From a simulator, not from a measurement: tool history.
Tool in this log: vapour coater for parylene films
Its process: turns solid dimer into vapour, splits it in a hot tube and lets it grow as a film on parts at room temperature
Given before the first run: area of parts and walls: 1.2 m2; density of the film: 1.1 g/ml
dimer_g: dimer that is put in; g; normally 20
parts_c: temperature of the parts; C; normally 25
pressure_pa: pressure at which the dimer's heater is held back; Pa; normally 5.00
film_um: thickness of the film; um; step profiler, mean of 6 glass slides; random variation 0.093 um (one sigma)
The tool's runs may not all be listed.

run   hour  dimer_g  parts_c  pressure_pa  film_um
  1    0.0       20       25         5.00     9.88
       6.1  -- trap's valve overhauled
  2   26.9       20       25         5.00    11.23
  3   38.2       20       25         5.00    11.21
  4   53.8       20       25         6.00    10.86
  5   63.9       20       25         6.00    10.80
  6   77.4       20       25         6.00    10.77
  7   95.9       20       25         6.00    10.84
  8  108.7       20       25         6.00    10.77
  9  126.5       12       25         5.00     6.61
 10  139.0       12       25         5.00     6.71
 11  155.9       12       25         5.00     6.73
 12  171.2       20       25         5.00    11.02
 13  190.2       20       25         5.00    10.94
 14  213.7       25       20         3.70    18.10
 15  228.6       12       25        11.53     5.71
 16  248.1       12       19         6.31     8.16
 17  262.0        9       25         4.72     4.95
 18  272.5        9       29         3.51     4.34
 19  288.3        9       29         3.51     4.44
 20  298.7       30       25         5.00    16.34

Run 21 comes next. What will it give?
 21  311.6       30       25         5.00        ?

film_um: 16.29 um
If the tool had no hidden condition, the same run with the same run-to-run variation would have returned film_um 17.04 um.
